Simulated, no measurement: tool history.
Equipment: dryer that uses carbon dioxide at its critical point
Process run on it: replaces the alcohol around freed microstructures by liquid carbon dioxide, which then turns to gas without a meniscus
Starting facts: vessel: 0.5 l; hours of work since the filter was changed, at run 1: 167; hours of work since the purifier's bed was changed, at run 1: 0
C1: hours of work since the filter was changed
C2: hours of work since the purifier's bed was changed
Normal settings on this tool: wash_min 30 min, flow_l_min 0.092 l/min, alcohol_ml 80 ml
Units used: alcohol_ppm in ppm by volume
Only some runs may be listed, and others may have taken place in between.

run 1 hour=0 | wash_min=30 flow_l_min=0.092 alcohol_ml=80 | C1=167 C2=0 | alcohol_ppm=1792
run 2 hour=51.2 | wash_min=27 flow_l_min=0.092 alcohol_ml=80 | C1=202 C2=34 | alcohol_ppm=3188
-- hour=86.3 inlet filter changed
run 3 hour=106.4 | wash_min=30 flow_l_min=0.092 alcohol_ml=116 | C1=14 C2=71 | alcohol_ppm=1542
run 4 hour=155.5 | wash_min=30 flow_l_min=0.092 alcohol_ml=116 | C1=47 C2=104 | alcohol_ppm=1756
run 5 hour=190.8 | wash_min=30 flow_l_min=0.092 alcohol_ml=116 | C1=70 C2=128 | alcohol_ppm=1933
run 6 hour=225.9 | wash_min=30 flow_l_min=0.092 alcohol_ml=116 | C1=94 C2=151 | alcohol_ppm=2168
run 7 hour=273.2 | wash_min=30 flow_l_min=0.092 alcohol_ml=116 | C1=126 C2=183 | alcohol_ppm=2343
run 8 hour=329.3 | wash_min=30 flow_l_min=0.092 alcohol_ml=116 | C1=164 C2=221 | alcohol_ppm=2806
run 9 hour=373.7 | wash_min=30 flow_l_min=0.092 alcohol_ml=116 | C1=194 C2=251 | alcohol_ppm=3180
run 10 hour=409.7 | wash_min=30 flow_l_min=0.092 alcohol_ml=21 | C1=218 C2=275 | alcohol_ppm=713
-- hour=422.2 inlet filter changed
run 11 hour=466.5 | wash_min=30 flow_l_min=0.092 alcohol_ml=21 | C1=30 C2=313 | alcohol_ppm=444
run 12 hour=515.8 | wash_min=30 flow_l_min=0.092 alcohol_ml=80 | C1=63 C2=346 | alcohol_ppm=1455
run 13 hour=562.4 | wash_min=30 flow_l_min=0.092 alcohol_ml=80 | C1=94 C2=377 | alcohol_ppm=1604
run 14 hour=607.6 | wash_min=30 flow_l_min=0.092 alcohol_ml=80 | C1=125 C2=408 | alcohol_ppm=1837
run 15 hour=643.2 | wash_min=30 flow_l_min=0.092 alcohol_ml=34 | C1=149 C2=432 | alcohol_ppm=984
run 16 hour=669.4 | wash_min=30 flow_l_min=0.092 alcohol_ml=80 | C1=166 C2=449 | alcohol_ppm=2101
run 17 hour=724.7 | wash_min=30 flow_l_min=0.092 alcohol_ml=80 | C1=204 C2=487 | alcohol_ppm=2471
-- hour=756.7 inlet filter changed
run 18 hour=760.4 | wash_min=30 flow_l_min=0.092 alcohol_ml=80 | C1=2 C2=510 | alcohol_ppm=1255
-- hour=781.4 purifier's bed changed
run 19 hour=799.9 | wash_min=30 flow_l_min=0.092 alcohol_ml=110 | C1=27 C2=12 | alcohol_ppm=1527
run 20 hour=834.5 | wash_min=30 flow_l_min=0.092 alcohol_ml=110 | C1=50 C2=36 | alcohol_ppm=1628
run 21 hour=881.1 | wash_min=34 flow_l_min=0.092 alcohol_ml=80 | C1=82 C2=67 | alcohol_ppm=771
run 22 hour=932.8 | wash_min=34 flow_l_min=0.092 alcohol_ml=80 | C1=117 C2=102 | alcohol_ppm=896
run 23 hour=967.2 | wash_min=34 flow_l_min=0.092 alcohol_ml=80 | C1=140 C2=125 | alcohol_ppm=983
run 24 hour=1022 | wash_min=23 flow_l_min=0.092 alcohol_ml=80 | C1=177 C2=162 | alcohol_ppm=5605
run 25 hour=1070.7 | wash_min=30 flow_l_min=0.0611 alcohol_ml=80 | C1=209 C2=195 | alcohol_ppm=9829
-- hour=1093.4 inlet filter changed
run 26 hour=1126.7 | wash_min=30 flow_l_min=0.0611 alcohol_ml=80 | C1=22 C2=232 | alcohol_ppm=5903
run 27 hour=1159 | wash_min=18 flow_l_min=0.1142 alcohol_ml=36 | C1=44 C2=254 | alcohol_ppm=1916
run 28 hour=1183.1 | wash_min=18 flow_l_min=0.1142 alcohol_ml=36 | C1=60 C2=270 | alcohol_ppm=2046
run 29 hour=1238.8 | wash_min=18 flow_l_min=0.1142 alcohol_ml=36 | C1=98 C2=307 | alcohol_ppm=2269
run 30 hour=1265.7 | wash_min=40 flow_l_min=0.0669 alcohol_ml=56 | C1=116 C2=325 | alcohol_ppm=1443
run 31 hour=1288.9 | wash_min=30 flow_l_min=0.092 alcohol_ml=74 | C1=132 C2=341 | alcohol_ppm=1660
run 32 hour=1345.3 | wash_min=30 flow_l_min=0.092 alcohol_ml=74 | C1=170 C2=379 | alcohol_ppm=1962
run 33 hour=1390.7 | wash_min=30 flow_l_min=0.125 alcohol_ml=74 | C1=200 C2=410 | alcohol_ppm=574
-- hour=1427.7 inlet filter changed
run 34 hour=1443.5 | wash_min=30 flow_l_min=0.0884 alcohol_ml=78 | C1=11 C2=444 | alcohol_ppm=1441
run 35 hour=1487.3 | wash_min=40 flow_l_min=0.092 alcohol_ml=42 | C1=40 C2=474 | alcohol_ppm=366
run 36 hour=1513.2 | wash_min=40 flow_l_min=0.092 alcohol_ml=42 | C1=58 C2=491 | alcohol_ppm=368
run 37 hour=1554.9 | wash_min=45 flow_l_min=0.1214 alcohol_ml=44 | C1=86 C2=520 | alcohol_ppm=270
-- hour=1561.5 purifier's bed changed
run 38 hour=1603.4 | wash_min=22 flow_l_min=0.0794 alcohol_ml=70 | C1=116 C2=28 | alcohol_ppm=7423
run 39 hour=1632.3 | wash_min=34 flow_l_min=0.0616 alcohol_ml=80 | C1=136 C2=48 | alcohol_ppm=5162
run 40 hour=1671.9 | wash_min=30 flow_l_min=0.092 alcohol_ml=26 | C1=162 C2=74 | alcohol_ppm=636
run 41 hour=1698.2 | wash_min=30 flow_l_min=0.0787 alcohol_ml=80 | C1=180 C2=92 | alcohol_ppm=3793
run 42 hour=1727.3 | wash_min=30 flow_l_min=0.0827 alcohol_ml=89 | C1=200 C2=112 | alcohol_ppm=3779
run 43 hour=1756.8 | wash_min=23 flow_l_min=0.0594 alcohol_ml=31 | C1=220 C2=132 | alcohol_ppm=7769
-- hour=1767.4 inlet filter changed
run 44 hour=1798.4 | wash_min=30 flow_l_min=0.0747 alcohol_ml=80 | C1=21 C2=159 | alcohol_ppm=2850
run 45 hour=1840.9 | wash_min=29 flow_l_min=0.0747 alcohol_ml=80 | C1=49 C2=187 | alcohol_ppm=3652
run 46 hour=1882.2 | wash_min=43 flow_l_min=0.092 alcohol_ml=80 | C1=77 C2=215 | alcohol_ppm=278
run 47 hour=1925.4 | wash_min=37 flow_l_min=0.092 alcohol_ml=21 | C1=106 C2=244 | alcohol_ppm=253

Below are 3 alternative next runs, each starting from the tool's condition after run 47. Predict each:
run A hour=1967.1 | wash_min=20 flow_l_min=0.0969 alcohol_ml=21 | C1=134 C2=272 | alcohol_ppm=?
run B hour=1967.1 | wash_min=37 flow_l_min=0.092 alcohol_ml=59 | C1=134 C2=272 | alcohol_ppm=?
run C hour=1967.1 | wash_min=42 flow_l_min=0.1366 alcohol_ml=46 | C1=134 C2=272 | alcohol_ppm=?

run=A alcohol_ppm=1833
run=B alcohol_ppm=566
run=C alcohol_ppm=149
With the hidden condition removed and each run's random variation left untouched, the same runs would have given:
run=A alcohol_ppm=1160
run=B alcohol_ppm=224
run=C alcohol_ppm=14

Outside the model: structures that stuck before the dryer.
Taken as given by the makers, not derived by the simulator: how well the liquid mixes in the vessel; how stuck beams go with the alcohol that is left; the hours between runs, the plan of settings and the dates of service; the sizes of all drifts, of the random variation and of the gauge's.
